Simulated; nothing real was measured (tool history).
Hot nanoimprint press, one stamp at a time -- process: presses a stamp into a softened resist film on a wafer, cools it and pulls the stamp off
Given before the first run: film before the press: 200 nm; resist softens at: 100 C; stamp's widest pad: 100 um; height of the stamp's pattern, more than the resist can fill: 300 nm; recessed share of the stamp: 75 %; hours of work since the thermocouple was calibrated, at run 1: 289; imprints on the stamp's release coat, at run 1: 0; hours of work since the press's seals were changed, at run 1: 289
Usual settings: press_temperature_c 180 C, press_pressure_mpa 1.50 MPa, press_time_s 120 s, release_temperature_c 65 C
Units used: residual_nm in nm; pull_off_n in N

run     day  press_temperature_c  press_pressure_mpa  press_time_s  release_temperature_c  hours of work since the thermocouple was calibrated  imprints on the stamp's release coat  hours of work since the press's seals were changed  residual_nm  pull_off_n
  1   0.000                  180                1.50           120                     65                                                  289                                     0                                                 289         89.1         164
  2   3.821                  180                1.50           120                     65                                                  334                                   157                                                 334         89.8         163
      4.550  -- plate thermocouple calibrated
  3   7.762                  180                1.50           120                     65                                                   38                                   315                                                 379         89.4         162
  4  10.671                  180                1.50           120                     65                                                   72                                   435                                                 413         89.7         161
  5  13.946                  180                1.50           120                     65                                                  111                                   570                                                 452         90.5         165
  6  16.462                  180                1.50           120                     65                                                  141                                   674                                                 481         90.4         167
  7  18.708                  180                1.50           120                     65                                                  167                                   766                                                 508         90.3         165
  8  22.342                  180                1.50           120                     65                                                  210                                   916                                                 551         91.0         163
     23.854  -- press's hydraulic seals changed and the load cell set to zero
  9  25.000                  180                1.50           120                     65                                                  237                                  1012                                                  14         90.2         165
 10  27.038                  180                1.50           120                     65                                                  261                                  1096                                                  38         90.7         163
     28.471  -- stamp cleaned and given a new release coat
 11  30.638                  180                1.50           120                     65                                                  301                                    89                                                  77         91.0         164
 12  32.396                  180                1.50           120                     65                                                  322                                   162                                                  98         90.4         163
     34.204  -- plate thermocouple calibrated
 13  35.625                  180                1.50           120                     65                                                   17                                   289                                                 134         90.4         163
 14  38.758                  180                1.50           120                     65                                                   54                                   419                                                 171         90.9         164
 15  41.554                  180                1.50           120                     65                                                   87                                   534                                                 204         91.2         165
 16  43.612                  180                1.74           120                     65                                                  111                                   619                                                 229         84.1         163
 17  46.012                  173                2.18            60                     55                                                  139                                   718                                                 257        132.8         182
 18  48.350                  170                2.08           146                     73                                                  167                                   814                                                 285        117.5         148
 19  51.946                  170                2.08            86                     52                                                  209                                   962                                                 327        137.2         188
 20  54.750                  170                2.12            86                     52                                                  243                                  1078                                                 360        136.0         186
     56.438  -- stamp cleaned and given a new release coat
 21  58.242                  184                2.12            79                     64                                                  281                                    75                                                 398         74.7         166
 22  60.612                  184                2.12            79                     64                                                  309                                   172                                                 426         74.6         165
 23  63.100                  184                2.12            79                     64                                                  338                                   275                                                 456         74.7         166
     63.529  -- plate thermocouple calibrated
 24  66.346                  176                1.40           211                     63                                                   33                                   403                                                 493         93.9         169
 25  70.104                  169                1.40           211                     63                                                   78                                   558                                                 537        129.1         167
     72.725  -- press's hydraulic seals changed and the load cell set to zero
 26  72.750                  180                1.50           120                     65                                                  105                                   654                                                   0         91.7         163
 27  76.400                  180                1.50           120                     65                                                  148                                   804                                                  43         91.8         163
 28  79.854                  181                1.50           120                     65                                                  189                                   947                                                  84         87.7         165

Forecast each of these 4 alternatives for the next run:
  A  82.579                  181                1.50           101                     71                                                  221                                  1059                                                 116            ?           ?
  B  82.579                  181                1.50            73                     65                                                  221                                  1059                                                 116            ?           ?
  C  82.579                  180                2.39           119                     65                                                  221                                  1059                                                 116            ?           ?
  D  82.579                  181                1.85           100                     65                                                  221                                  1059                                                 116            ?           ?

run  residual_nm  pull_off_n
  A         93.8         154
  B        105.0         162
  C         73.2         163
  D         84.9         163
Without the tool's hidden state the same runs would have given:
run  residual_nm  pull_off_n
  A         91.7         154
  B        102.6         162
  C         71.5         162
  D         82.9         162

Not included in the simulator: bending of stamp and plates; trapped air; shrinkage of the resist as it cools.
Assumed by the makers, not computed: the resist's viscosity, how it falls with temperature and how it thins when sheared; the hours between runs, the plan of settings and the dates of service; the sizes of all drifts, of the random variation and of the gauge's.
